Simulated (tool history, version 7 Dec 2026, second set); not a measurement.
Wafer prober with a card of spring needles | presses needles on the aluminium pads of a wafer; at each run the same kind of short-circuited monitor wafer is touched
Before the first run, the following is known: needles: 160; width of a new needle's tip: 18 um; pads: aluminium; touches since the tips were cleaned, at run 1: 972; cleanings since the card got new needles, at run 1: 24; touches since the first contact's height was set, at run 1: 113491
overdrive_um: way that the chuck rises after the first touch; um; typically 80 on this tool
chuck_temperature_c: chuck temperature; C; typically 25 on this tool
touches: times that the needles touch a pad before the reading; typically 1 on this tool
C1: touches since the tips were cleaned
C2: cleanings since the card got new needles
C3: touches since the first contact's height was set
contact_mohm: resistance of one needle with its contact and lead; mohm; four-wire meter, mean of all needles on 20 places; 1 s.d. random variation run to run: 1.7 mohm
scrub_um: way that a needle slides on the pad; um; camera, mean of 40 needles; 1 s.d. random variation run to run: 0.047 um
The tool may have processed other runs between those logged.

Run 1, hour 0: usual settings; C1 972; C2 24; C3 113491. Result: contact_mohm 189 mohm, scrub_um 12.52 um.
At hour 7.9: tips cleaned on abrasive film.
Run 2, hour 12.5: usual settings; C1 1930; C2 25; C3 118641. Result: contact_mohm 206 mohm, scrub_um 12.53 um.
At hour 17.9: tips cleaned on abrasive film.
Run 3, hour 19.6: usual settings; C1 707; C2 26; C3 121539. Result: contact_mohm 187 mohm, scrub_um 12.48 um.
Run 4, hour 27.2: usual settings; C1 3852; C2 26; C3 124684. Result: contact_mohm 218 mohm, scrub_um 12.43 um.
At hour 28.5: tips cleaned on abrasive film.
Run 5, hour 37.9: usual settings but chuck_temperature_c 62 C; C1 3854; C2 27; C3 129037. Result: contact_mohm 219 mohm, scrub_um 12.42 um.
At hour 38.7: tips cleaned on abrasive film.
At hour 48.8: tips cleaned on abrasive film.
At hour 50.1: height of the first contact set anew.
Run 6, hour 51: usual settings but chuck_temperature_c 62 C; C1 768; C2 29; C3 376. Result: contact_mohm 197 mohm, scrub_um 12.94 um.
Run 7, hour 58.9: usual settings but chuck_temperature_c 62 C; C1 4030; C2 29; C3 3638. Result: contact_mohm 223 mohm, scrub_um 12.93 um.
At hour 59.8: tips cleaned on abrasive film.
Run 8, hour 66.9: usual settings but chuck_temperature_c 62 C; C1 2935; C2 30; C3 6908. Result: contact_mohm 216 mohm, scrub_um 12.92 um.
At hour 70.4: tips cleaned on abrasive film.
Run 9, hour 75.8: usual settings; C1 2203; C2 31; C3 10558. Result: contact_mohm 207 mohm, scrub_um 12.89 um.
At hour 81.5: tips cleaned on abrasive film.
Run 10, hour 85.7: usual settings; C1 1763; C2 32; C3 14643. Result: contact_mohm 200 mohm, scrub_um 12.97 um.
At hour 91.7: tips cleaned on abrasive film.
Run 11, hour 92.2: usual settings; C1 214; C2 33; C3 17267. Result: contact_mohm 178 mohm, scrub_um 12.87 um.
At hour 102.1: tips cleaned on abrasive film.
Run 12, hour 106.3: usual settings but overdrive_um 74 um, chuck_temperature_c 88 C, touches 2; C1 1753; C2 34; C3 23082. Result: contact_mohm 201 mohm, scrub_um 11.92 um.
At hour 112.2: tips cleaned on abrasive film.
Run 13, hour 112.6: usual settings but overdrive_um 74 um, chuck_temperature_c 88 C, touches 2; C1 163; C2 35; C3 25645. Result: contact_mohm 186 mohm, scrub_um 11.81 um.
Run 14, hour 122.1: usual settings but chuck_temperature_c 49 C, touches 3; C1 4074; C2 35; C3 29556. Result: contact_mohm 193 mohm, scrub_um 12.78 um.
At hour 123.5: tips cleaned on abrasive film.
Run 15, hour 132.9: usual settings but overdrive_um 82 um, chuck_temperature_c 120 C, touches 2; C1 3927; C2 36; C3 34019. Result: contact_mohm 212 mohm, scrub_um 13.11 um.
At hour 134.2: tips cleaned on abrasive film.
Run 16, hour 142.7: usual settings but overdrive_um 88 um, chuck_temperature_c 53 C, touches 2; C1 3528; C2 37; C3 38019. Result: contact_mohm 192 mohm, scrub_um 14.02 um.
At hour 145: tips cleaned on abrasive film.
Run 17, hour 152.3: usual settings but overdrive_um 84 um, chuck_temperature_c 88 C, touches 3; C1 3041; C2 38; C3 41968. Result: contact_mohm 193 mohm, scrub_um 13.39 um.

4 options for the next run, each taken on its own from the tool as it stands now. Forecast them:
At hour 155.3: tips cleaned on abrasive film.
Run A, hour 162.8: usual settings but overdrive_um 73 um, chuck_temperature_c 30 C, touches 3; C1 3106; C2 39; C3 46270. Result: contact_mohm ?, scrub_um ?.
At hour 155.3: tips cleaned on abrasive film.
Run B, hour 162.8: usual settings but touches 3; C1 3106; C2 39; C3 46270. Result: contact_mohm ?, scrub_um ?.
At hour 155.3: tips cleaned on abrasive film.
Run C, hour 162.8: usual settings but chuck_temperature_c 70 C; C1 3106; C2 39; C3 46270. Result: contact_mohm ?, scrub_um ?.
At hour 155.3: tips cleaned on abrasive film.
Run D, hour 162.8: usual settings but overdrive_um 77 um, chuck_temperature_c 30 C, touches 3; C1 3106; C2 39; C3 46270. Result: contact_mohm ?, scrub_um ?.

run  contact_mohm  scrub_um
  A           189     11.57
  B           183     12.66
  C           221     12.72
  D           188      12.3
Take away the tool's hidden state, keep each run's random variation, and the runs would have read:
run  contact_mohm  scrub_um
  A           168     11.74
  B           166     12.84
  C           176      12.9
  D           169     12.48
